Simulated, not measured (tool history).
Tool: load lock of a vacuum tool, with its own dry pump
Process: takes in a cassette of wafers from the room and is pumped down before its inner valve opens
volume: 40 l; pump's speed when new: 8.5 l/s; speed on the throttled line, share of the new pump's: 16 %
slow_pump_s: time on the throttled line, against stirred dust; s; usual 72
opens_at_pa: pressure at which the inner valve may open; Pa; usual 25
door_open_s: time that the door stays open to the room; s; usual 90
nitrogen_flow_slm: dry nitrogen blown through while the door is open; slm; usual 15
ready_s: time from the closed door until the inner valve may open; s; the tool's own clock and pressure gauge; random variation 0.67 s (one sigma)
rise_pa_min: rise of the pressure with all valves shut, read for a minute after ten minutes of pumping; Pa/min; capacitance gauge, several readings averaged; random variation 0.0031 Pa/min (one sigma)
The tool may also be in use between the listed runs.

run    hour  slow_pump_s  opens_at_pa  door_open_s  nitrogen_flow_slm  incoming humidity of the room's air, %  ready_s  rise_pa_min
  1     0.0           72           25           90                 15                                    44.0    103.8        0.349
  2   523.5           72           25           90                 15                                    42.5    105.5        0.066
  3   806.2           72           25           90                 15                                    45.3    105.5        0.066
  4  1076.1           72           25          131                 15                                    46.8    105.7        0.087
  5  1522.5           72           25          131                 15                                    48.1    104.3        0.091
  6  1826.4           72           25          131                 15                                    49.2     99.0        0.091
  7  2115.9           72           25           66                 15                                    44.0     99.0        0.063
  8  2385.1           72           25           90                 15                                    45.2    100.7        0.077
  9  2864.0           72           25           90                 15                                    43.2    101.4        0.079
 10  3200.5           72           25           90                 15                                    45.9    100.4        0.085
 11  3757.2           72           25           36                 15                                    47.1     99.8        0.064
 12  4320.2           72           25           29                 15                                    43.7    100.2        0.065
 13  4577.8           72           25           29                 15                                    41.8    100.0        0.062
 14  5050.7           72           25           80                 25                                    45.4    100.6        0.086
 15  5423.7          135           29           80                  6                                    42.3    151.9        0.109
 16  5804.7           51           31           28                 10                                    49.0     82.6        0.083
 17  6249.0           51           31           28                 10                                    44.5     82.6        0.087
 18  6516.8           49           34          221                 15                                    46.0     80.7        0.153
 19  7015.4           45           32          160                 28                                    42.3     77.5        0.122
 20  7285.7           79           33           32                 20                                    45.8    105.1        0.093
 21  7786.7           69           48           90                 15                                    43.2     95.4        0.126

Not shown: 2 entries that the log had between the listed runs. Between which runs, and how does the tool's hidden state differ before and after?
Between runs 1 and 2: door's seal changed, seat wiped (hour 214.7)
  pump's speed, % of a new pump's: 85.6 -> 85.2; leak at the door's seal, Pa l/s: 0.1926 -> 0.0041
  measured less the result without the state, ready_s: +4.7 -> +5.0 s; rise_pa_min: +0.291 -> +0.004 Pa/min
Between runs 5 and 6: dry pump taken out, an overhauled one fitted (hour 1676.6)
  pump's speed, % of a new pump's: 84.4 -> 99.2; leak at the door's seal, Pa l/s: 0.008 -> 0.0093
  measured less the result without the state, ready_s: +5.2 -> +0.2 s; rise_pa_min: +0.009 -> +0.011 Pa/min
